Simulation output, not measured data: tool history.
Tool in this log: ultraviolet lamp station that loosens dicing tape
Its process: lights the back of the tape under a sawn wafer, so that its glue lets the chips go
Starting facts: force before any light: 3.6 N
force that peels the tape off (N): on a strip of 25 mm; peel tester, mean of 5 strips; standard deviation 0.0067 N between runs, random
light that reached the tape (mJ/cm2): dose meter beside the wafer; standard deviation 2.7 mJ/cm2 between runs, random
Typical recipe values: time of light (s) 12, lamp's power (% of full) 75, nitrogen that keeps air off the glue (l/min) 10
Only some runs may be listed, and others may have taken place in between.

| run | hour | time of light (s) | lamp's power (% of full) | nitrogen that keeps air off the glue (l/min) | force that peels the tape off (N) | light that reached the tape (mJ/cm2) |
|---|---|---|---|---|---|---|
| 1 | 0 | 12 | 75 | 10 | 0.27 | 324 |
| 2 | 10.3 | 12 | 75 | 10 | 0.275 | 323 |
| 3 | 20.1 | 14 | 75 | 10 | 0.206 | 379 |
| 4 | 31.2 | 6 | 75 | 10 | 0.925 | 159 |
| 5 | 37.3 | 12 | 75 | 3 | 0.594 | 317 |
| 6 | 47.8 | 12 | 72 | 10 | 0.31 | 304 |
| 7 | 56.9 | 12 | 75 | 10 | 0.296 | 318 |
| 8 | 62.4 | 12 | 75 | 5 | 0.435 | 314 |
| 9 | 68.2 | 12 | 75 | 5 | 0.467 | 315 |
| 10 | 79.8 | 12 | 75 | 10 | 0.298 | 305 |
| 11 | 87.6 | 12 | 75 | 10 | 0.308 | 315 |
| 12 | 93.1 | 12 | 75 | 10 | 0.313 | 304 |
| 13 | 103.3 | 8 | 75 | 10 | 0.644 | 204 |
| 14 | 113.2 | 8 | 75 | 10 | 0.668 | 203 |
| 15 | 118.4 | 8 | 75 | 10 | 0.654 | 199 |
| 16 | 126.1 | 8 | 75 | 10 | 0.675 | 203 |
| 17 | 134.1 | 12 | 75 | 10 | 0.333 | 295 |
| 18 | 139.6 | 12 | 75 | 6 | 0.436 | 298 |
| 19 | 146.7 | 12 | 94 | 10 | 0.219 | 367 |
| 20 | 151.9 | 12 | 94 | 10 | 0.209 | 366 |
| 21 | 158.1 | 12 | 94 | 10 | 0.208 | 366 |
|  | 161.3 | window cleaned of glue's vapour |
| 22 | 164.7 | 12 | 94 | 10 | 0.262 | 336 |
| 23 | 174.8 | 7 | 64 | 6 | 1.318 | 134 |
| 24 | 180.3 | 13 | 68 | 4 | 0.703 | 266 |
| 25 | 187.9 | 13 | 68 | 4 | 0.687 | 256 |
| 26 | 194.4 | 9 | 79 | 4 | 0.947 | 206 |
| 27 | 206 | 9 | 79 | 4 | 0.982 | 204 |
| 28 | 213 | 9 | 79 | 4 | 0.922 | 204 |
|  | 215.8 | window cleaned of glue's vapour, once more |
| 29 | 219 | 9 | 79 | 4 | 0.734 | 253 |
| 30 | 229.9 | 9 | 88 | 4 | 0.618 | 275 |
| 31 | 235.2 | 12 | 75 | 13 | 0.265 | 313 |
| 32 | 245.9 | 12 | 75 | 13 | 0.256 | 313 |
| 33 | 250.8 | 12 | 75 | 13 | 0.265 | 314 |
| 34 | 261.7 | 12 | 75 | 10 | 0.301 | 309 |
| 35 | 268.4 | 16 | 67 | 6 | 0.304 | 368 |
| 36 | 275.1 | 16 | 67 | 6 | 0.29 | 367 |
| 37 | 284.2 | 8 | 77 | 7 | 0.751 | 208 |
| 38 | 295.5 | 9 | 82 | 4 | 0.721 | 252 |
| 39 | 305.6 | 9 | 77 | 10 | 0.552 | 228 |
| 40 | 314.1 | 7 | 99 | 5 | 0.773 | 227 |
| 41 | 324.2 | 16 | 68 | 15 | 0.185 | 356 |
| 42 | 333.3 | 8 | 87 | 6 | 0.715 | 225 |
| 43 | 338.2 | 8 | 87 | 6 | 0.694 | 227 |

Some steps in force that peels the tape off (N) between neighbouring runs. How much of each would the tool show without its hidden state too (settings, what came in, random variation), and how much is left for the hidden state, with any gauge scatter that isn't in both results?
The tool's hidden condition here consists of: lamp's light, % of a new lamp's; light that the window lets through, % of a clean one's; drift of the gauge itself on peel_n, %; drift of the gauge itself on dose_mj_cm2, %.
Run 3 -> 4: time of light (s) 14 -> 6. force that peels the tape off (N) +0.719: hidden state +0.091, all else +0.628.
Run 22 -> 23: time of light (s) 12 -> 7, lamp's power (% of full) 94 -> 64, nitrogen that keeps air off the glue (l/min) 10 -> 6. force that peels the tape off (N) +1.056: hidden state +0.249, all else +0.807.
Run 23 -> 24: time of light (s) 7 -> 13, lamp's power (% of full) 64 -> 68, nitrogen that keeps air off the glue (l/min) 6 -> 4. force that peels the tape off (N) -0.615: hidden state -0.076, all else -0.539.
Run 28 -> 29: window cleaned of glue's vapour, once more. force that peels the tape off (N) -0.188: hidden state -0.219, all else +0.031.
Run 41 -> 42: time of light (s) 16 -> 8, lamp's power (% of full) 68 -> 87, nitrogen that keeps air off the glue (l/min) 15 -> 6. force that peels the tape off (N) +0.53: hidden state +0.143, all else +0.387.

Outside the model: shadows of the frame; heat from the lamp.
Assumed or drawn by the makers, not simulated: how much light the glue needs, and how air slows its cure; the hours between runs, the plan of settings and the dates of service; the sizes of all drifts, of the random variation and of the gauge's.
